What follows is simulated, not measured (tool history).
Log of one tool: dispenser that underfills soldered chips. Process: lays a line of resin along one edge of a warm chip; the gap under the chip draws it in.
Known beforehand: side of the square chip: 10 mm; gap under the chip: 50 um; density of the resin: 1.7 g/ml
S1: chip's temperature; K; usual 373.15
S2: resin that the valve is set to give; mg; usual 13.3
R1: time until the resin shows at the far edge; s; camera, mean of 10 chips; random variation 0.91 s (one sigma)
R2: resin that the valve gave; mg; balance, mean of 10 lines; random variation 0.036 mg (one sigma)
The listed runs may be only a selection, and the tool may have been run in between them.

run 1 hour=0 | S1=373.15 S2=13.3 | R1=80.4 R2=13.37
run 2 hour=3.6 | S1=373.15 S2=13.3 | R1=97.6 R2=13.32
run 3 hour=7 | S1=373.15 S2=13.3 | R1=108.9 R2=13.25
-- hour=10.4 new syringe of resin
run 4 hour=11.1 | S1=373.15 S2=13.3 | R1=84.5 R2=13.22
run 5 hour=15 | S1=373.15 S2=13.3 | R1=101.8 R2=13.18
-- hour=21.3 new syringe of resin
run 6 hour=21.9 | S1=380.15 S2=13.3 | R1=60.9 R2=13.15
run 7 hour=27.8 | S1=380.15 S2=13.3 | R1=78.9 R2=13.2
-- hour=32.1 new syringe of resin
run 8 hour=34.8 | S1=380.15 S2=15.1 | R1=67.2 R2=14.91
run 9 hour=39.4 | S1=366.15 S2=13.3 | R1=156.9 R2=13.17
-- hour=43.2 new syringe of resin
run 10 hour=45 | S1=373.15 S2=15.3 | R1=89.5 R2=15.23
run 11 hour=51.3 | S1=373.15 S2=15.3 | R1=114 R2=15.12
-- hour=54.4 new syringe of resin
run 12 hour=55.9 | S1=379.15 S2=13.3 | R1=67.3 R2=13.11
run 13 hour=60.3 | S1=379.15 S2=13.3 | R1=80.6 R2=13.07
run 14 hour=63.9 | S1=379.15 S2=13.3 | R1=91.1 R2=13.09
-- hour=65.4 new syringe of resin
run 15 hour=71.2 | S1=373.15 S2=16.8 | R1=102.7 R2=16.42
-- hour=76.2 new syringe of resin
run 16 hour=77.6 | S1=383.15 S2=13.3 | R1=54.6 R2=13.08
run 17 hour=81.4 | S1=383.15 S2=13.3 | R1=64.9 R2=13
-- hour=85.5 dispensing valve cleaned and set on the balance
run 18 hour=86.2 | S1=383.15 S2=13.3 | R1=76.4 R2=13.38
-- hour=88.2 new syringe of resin
run 19 hour=91.7 | S1=383.15 S2=13.3 | R1=60.5 R2=13.27
run 20 hour=98 | S1=384.15 S2=16 | R1=72.9 R2=15.99
-- hour=99.2 new syringe of resin
run 21 hour=101.4 | S1=359.15 S2=11.3 | R1=178.3 R2=11.26

The next listed run, before its measurement:
run 22 hour=107.8 | S1=373.15 S2=16.1 | R1=? R2=?

R1: 113.1 s
R2: 16.13 mg
With no hidden state in the tool, this same run would have given R1 84.5 s, R2 16.16 mg.
